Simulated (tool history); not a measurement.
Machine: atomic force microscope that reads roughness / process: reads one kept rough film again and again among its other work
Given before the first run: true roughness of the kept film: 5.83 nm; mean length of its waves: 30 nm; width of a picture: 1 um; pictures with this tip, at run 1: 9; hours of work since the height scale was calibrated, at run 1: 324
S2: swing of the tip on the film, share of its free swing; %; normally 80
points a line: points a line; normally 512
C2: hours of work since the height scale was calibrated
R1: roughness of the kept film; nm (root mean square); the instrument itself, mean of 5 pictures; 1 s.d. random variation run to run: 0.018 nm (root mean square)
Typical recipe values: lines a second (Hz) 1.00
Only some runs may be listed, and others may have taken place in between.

Run 1, day 0.000: usual settings; pictures with this tip 9; C2 324. Result: R1 4.285 nm (root mean square).
Run 2, day 0.562: usual settings; pictures with this tip 27; C2 329. Result: R1 4.264 nm (root mean square).
Run 3, day 1.225: usual settings; pictures with this tip 48; C2 336. Result: R1 4.272 nm (root mean square).
Run 4, day 2.338: usual settings; pictures with this tip 84; C2 347. Result: R1 4.251 nm (root mean square).
At day 2.762: new tip fitted.
Run 5, day 3.512: usual settings; pictures with this tip 24; C2 359. Result: R1 4.268 nm (root mean square).
Run 6, day 4.708: usual settings; pictures with this tip 63; C2 371. Result: R1 4.239 nm (root mean square).
Run 7, day 5.688: usual settings; pictures with this tip 95; C2 381. Result: R1 4.278 nm (root mean square).
At day 5.796: new tip fitted.
Run 8, day 6.454: usual settings; pictures with this tip 22; C2 389. Result: R1 4.281 nm (root mean square).
Run 9, day 7.025: usual settings; pictures with this tip 40; C2 395. Result: R1 4.242 nm (root mean square).
Run 10, day 8.042: usual settings; pictures with this tip 73; C2 405. Result: R1 4.294 nm (root mean square).
At day 8.829: new tip fitted.
Run 11, day 8.904: usual settings; pictures with this tip 2; C2 414. Result: R1 4.302 nm (root mean square).
Run 12, day 9.725: usual settings; pictures with this tip 29; C2 422. Result: R1 4.283 nm (root mean square).
Run 13, day 10.492: usual settings but S2 67 %; pictures with this tip 53; C2 430. Result: R1 4.448 nm (root mean square).
Run 14, day 11.150: usual settings but lines a second (Hz) 0.95; pictures with this tip 75; C2 437. Result: R1 4.271 nm (root mean square).
At day 11.908: new tip fitted.
Run 15, day 11.908: usual settings but lines a second (Hz) 0.95; pictures with this tip 1; C2 444. Result: R1 4.271 nm (root mean square).
Run 16, day 12.750: usual settings but lines a second (Hz) 0.95; pictures with this tip 28; C2 453. Result: R1 4.268 nm (root mean square).
Run 17, day 13.742: usual settings but lines a second (Hz) 0.95, S2 56 %; pictures with this tip 60; C2 463. Result: R1 4.548 nm (root mean square).
At day 14.879: new tip fitted.
Run 18, day 14.958: usual settings but lines a second (Hz) 0.52; pictures with this tip 2; C2 475. Result: R1 4.447 nm (root mean square).
Run 19, day 16.154: usual settings but points a line 868; pictures with this tip 41; C2 487. Result: R1 4.278 nm (root mean square).
Run 20, day 17.083: usual settings but points a line 659; pictures with this tip 71; C2 497. Result: R1 4.284 nm (root mean square).
At day 17.904: new tip fitted.
Run 21, day 17.917: usual settings; pictures with this tip 0; C2 505. Result: R1 4.277 nm (root mean square).
Run 22, day 19.112: usual settings; pictures with this tip 39; C2 517. Result: R1 4.252 nm (root mean square).
Run 23, day 20.262: usual settings; pictures with this tip 76; C2 529. Result: R1 4.251 nm (root mean square).
At day 20.912: new tip fitted.
Run 24, day 21.446: usual settings; pictures with this tip 18; C2 541. Result: R1 4.281 nm (root mean square).
Run 25, day 22.000: usual settings but lines a second (Hz) 3.34, S2 83 %, points a line 912; pictures with this tip 35; C2 547. Result: R1 3.539 nm (root mean square).
Run 26, day 23.121: usual settings but lines a second (Hz) 3.88, S2 84 %, points a line 477; pictures with this tip 72; C2 558. Result: R1 3.333 nm (root mean square).
At day 23.912: new tip fitted.
Run 27, day 24.129: usual settings but lines a second (Hz) 1.40, points a line 531; pictures with this tip 7; C2 568. Result: R1 4.126 nm (root mean square).
Run 28, day 24.925: usual settings but lines a second (Hz) 3.61, S2 59 %; pictures with this tip 32; C2 576. Result: R1 4.255 nm (root mean square).
Run 29, day 25.804: usual settings but lines a second (Hz) 1.07, S2 63 %, points a line 668; pictures with this tip 61; C2 585. Result: R1 4.456 nm (root mean square).
Run 30, day 26.658: usual settings but lines a second (Hz) 1.07, S2 63 %, points a line 668; pictures with this tip 88; C2 594. Result: R1 4.482 nm (root mean square).
At day 26.962: new tip fitted.
Run 31, day 27.633: usual settings but lines a second (Hz) 1.07, S2 63 %, points a line 668; pictures with this tip 22; C2 604. Result: R1 4.475 nm (root mean square).
Run 32, day 28.417: usual settings but lines a second (Hz) 1.01, S2 88 %; pictures with this tip 47; C2 612. Result: R1 4.142 nm (root mean square).
Run 33, day 29.167: usual settings but lines a second (Hz) 2.65, S2 74 %; pictures with this tip 72; C2 619. Result: R1 3.988 nm (root mean square).
Run 34, day 29.854: usual settings but lines a second (Hz) 1.04, points a line 553; pictures with this tip 94; C2 626. Result: R1 4.223 nm (root mean square).
At day 29.950: new tip fitted.
Run 35, day 31.042: usual settings but lines a second (Hz) 1.87, S2 69 %; pictures with this tip 36; C2 638. Result: R1 4.223 nm (root mean square).
Run 36, day 32.258: usual settings but lines a second (Hz) 1.95, S2 56 %, points a line 653; pictures with this tip 75; C2 651. Result: R1 4.396 nm (root mean square).
At day 32.975: new tip fitted.
Run 37, day 33.229: usual settings but lines a second (Hz) 3.26, S2 72 %; pictures with this tip 9; C2 660. Result: R1 3.962 nm (root mean square).
Run 38, day 34.121: usual settings but points a line 725; pictures with this tip 37; C2 670. Result: R1 4.272 nm (root mean square).
Run 39, day 35.325: usual settings but lines a second (Hz) 1.79, S2 75 %; pictures with this tip 76; C2 682. Result: R1 4.139 nm (root mean square).
At day 36.033: new tip fitted.
Run 40, day 36.558: usual settings but lines a second (Hz) 1.79, S2 64 %; pictures with this tip 17; C2 694. Result: R1 4.329 nm (root mean square).
Run 41, day 37.329: usual settings but lines a second (Hz) 0.81, S2 85 %; pictures with this tip 42; C2 702. Result: R1 4.280 nm (root mean square).
Run 42, day 38.479: usual settings but lines a second (Hz) 0.81, S2 85 %; pictures with this tip 79; C2 714. Result: R1 4.223 nm (root mean square).
At day 39.012: new tip fitted.
Run 43, day 39.317: usual settings but lines a second (Hz) 0.93, S2 85 %, points a line 1022; pictures with this tip 10; C2 722. Result: R1 4.251 nm (root mean square).
Run 44, day 40.075: usual settings but lines a second (Hz) 0.93, S2 85 %, points a line 678; pictures with this tip 34; C2 730. Result: R1 4.242 nm (root mean square).
Run 45, day 40.962: usual settings but lines a second (Hz) 0.74, S2 85 %; pictures with this tip 63; C2 739. Result: R1 4.302 nm (root mean square).
Run 46, day 41.621: usual settings but S2 73 %, points a line 296; pictures with this tip 84; C2 746. Result: R1 4.345 nm (root mean square).
At day 42.067: new tip fitted.
Run 47, day 42.542: usual settings but S2 58 %, points a line 339; pictures with this tip 15; C2 755. Result: R1 4.488 nm (root mean square).
Run 48, day 43.588: usual settings but lines a second (Hz) 3.16, S2 65 %, points a line 502; pictures with this tip 49; C2 766. Result: R1 4.148 nm (root mean square).

Across each entry between runs, compare the hidden state at the last listed run before it with the hidden state at the first listed run after it:
From run 4 to run 5: new tip fitted (day 2.762)
  radius of the tip, nm: 10.2 -> 10.1
From run 7 to run 8: new tip fitted (day 5.796)
  radius of the tip, nm: 10.2 -> 10
From run 10 to run 11: new tip fitted (day 8.829)
  radius of the tip, nm: 10.2 -> 10
From run 14 to run 15: new tip fitted (day 11.908)
  radius of the tip, nm: 10.1 -> 10
From run 17 to run 18: new tip fitted (day 14.879)
  radius of the tip, nm: 10.1 -> 10
From run 20 to run 21: new tip fitted (day 17.904)
  radius of the tip, nm: 10.1 -> 10
From run 23 to run 24: new tip fitted (day 20.912)
  radius of the tip, nm: 10.2 -> 10
From run 26 to run 27: new tip fitted (day 23.912)
  radius of the tip, nm: 10.2 -> 10
From run 30 to run 31: new tip fitted (day 26.962)
  radius of the tip, nm: 10.2 -> 10.1
From run 34 to run 35: new tip fitted (day 29.950)
  radius of the tip, nm: 10.2 -> 10.1
From run 36 to run 37: new tip fitted (day 32.975)
  radius of the tip, nm: 10.2 -> 10
From run 39 to run 40: new tip fitted (day 36.033)
  radius of the tip, nm: 10.2 -> 10
From run 42 to run 43: new tip fitted (day 39.012)
  radius of the tip, nm: 10.2 -> 10
From run 46 to run 47: new tip fitted (day 42.067)
  radius of the tip, nm: 10.2 -> 10
